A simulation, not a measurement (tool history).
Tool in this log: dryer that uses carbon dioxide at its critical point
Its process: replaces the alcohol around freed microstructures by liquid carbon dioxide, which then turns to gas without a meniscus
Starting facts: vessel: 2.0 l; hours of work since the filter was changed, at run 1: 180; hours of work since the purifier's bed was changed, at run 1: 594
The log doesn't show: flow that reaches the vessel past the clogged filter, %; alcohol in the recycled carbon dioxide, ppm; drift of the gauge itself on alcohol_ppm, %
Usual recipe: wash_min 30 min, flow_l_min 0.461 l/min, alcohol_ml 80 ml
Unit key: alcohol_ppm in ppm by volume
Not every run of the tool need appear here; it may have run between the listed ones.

run   hour  wash_min  flow_l_min  alcohol_ml  hours of work since the filter was changed  hours of work since the purifier's bed was changed  alcohol_ppm
  1    0.0        30       0.461          80                                         180                                                 594          259
  2   23.9        30       0.461          80                                         194                                                 607          256
      43.9  -- inlet filter changed
  3   46.7        30       0.461          80                                           2                                                 620          131
  4   62.9        30       0.309          80                                          11                                                 629          716
  5   88.0        30       0.309          80                                          25                                                 643          750
  6  109.7        30       0.309          80                                          37                                                 655          789
  7  134.0        30       0.569          80                                          51                                                 669           81
  8  155.2        44       0.461          80                                          63                                                 681           70
  9  177.0        30       0.388          80                                          76                                                 694          339
 10  187.8        30       0.388          80                                          82                                                 700          353
 11  206.6        30       0.388          80                                          92                                                 710          375
 12  228.0        30       0.369          80                                         105                                                 723          485
 13  246.2        30       0.501          80                                         115                                                 733          142
 14  259.4        30       0.501          80                                         122                                                 740          145
 15  276.6        30       0.461          80                                         132                                                 750          211
 16  301.0        30       0.461          80                                         146                                                 764          228
 17  322.5        30       0.701          80                                         158                                                 776           76
 18  348.3        30       0.461          80                                         173                                                 791          262
 19  371.8        30       0.461          80                                         186                                                 804          276
 20  398.7        30       0.461          80                                         201                                                 820          295
     404.7  -- inlet filter changed
 21  422.3        30       0.461          80                                          10                                                 832          159
 22  442.4        30       0.461          43                                          21                                                 844          125
 23  458.3        26       0.461          80                                          30                                                 853          294
 24  483.3        43       0.461          26                                          45                                                 867           89
 25  500.1        43       0.461          26                                          54                                                 877           87
 26  513.7        43       0.461          26                                          62                                                 884           90
 27  534.8        43       0.461          26                                          74                                                 896           82
 28  561.1        27       0.483          26                                          89                                                 911          137
 29  585.8        30       0.467          24                                         103                                                 925          135
 30  609.4        19       0.322          34                                         116                                                 939         1541
 31  632.2        34       0.519          91                                         129                                                 951          132
 32  653.8        34       0.519          91                                         141                                                 964          136
 33  673.4        34       0.519          91                                         153                                                 975          140
 34  699.3        43       0.503          45                                         167                                                 990           99
 35  725.6        31       0.281          29                                         182                                                1004          683
 36  739.3        30       0.458          92                                         190                                                1012          358
 37  754.6        19       0.617          71                                         199                                                1021          518
     765.4  -- inlet filter changed
 38  770.5        24       0.765          21                                           3                                                1029           88
 39  789.3        24       0.765          21                                          14                                                1040          105
 40  813.0        30       0.470          20                                          27                                                1054          114
 41  824.6        36       0.461          82                                          34                                                1060          121
 42  849.4        30       0.577         118                                          48                                                1074          132
 43  863.5        30       0.461          55                                          56                                                1082          165
 44  885.3        30       0.461          55                                          68                                                1095          172
 45  909.0        45       0.597          21                                          82                                                1108          100
 46  936.1        30       0.477          50                                          97                                                1123          155

Some steps in alcohol_ppm between neighbouring runs. How much of each would the tool show without its hidden state too (settings, what came in, random variation), and how much is left for the hidden state, with any gauge scatter that isn't in both results?
Run 6 -> 7: flow_l_min 0.309 -> 0.569. alcohol_ppm -708 ppm by volume: hidden state -83, all else -625.
Run 29 -> 30: wash_min 30 -> 19, flow_l_min 0.467 -> 0.322, alcohol_ml 24 -> 34. alcohol_ppm +1406 ppm by volume: hidden state +378, all else +1028.
Run 30 -> 31: wash_min 19 -> 34, flow_l_min 0.322 -> 0.519, alcohol_ml 34 -> 91. alcohol_ppm -1409 ppm by volume: hidden state -370, all else -1039.
Run 34 -> 35: wash_min 43 -> 31, flow_l_min 0.503 -> 0.281, alcohol_ml 45 -> 29. alcohol_ppm +584 ppm by volume: hidden state +295, all else +289.
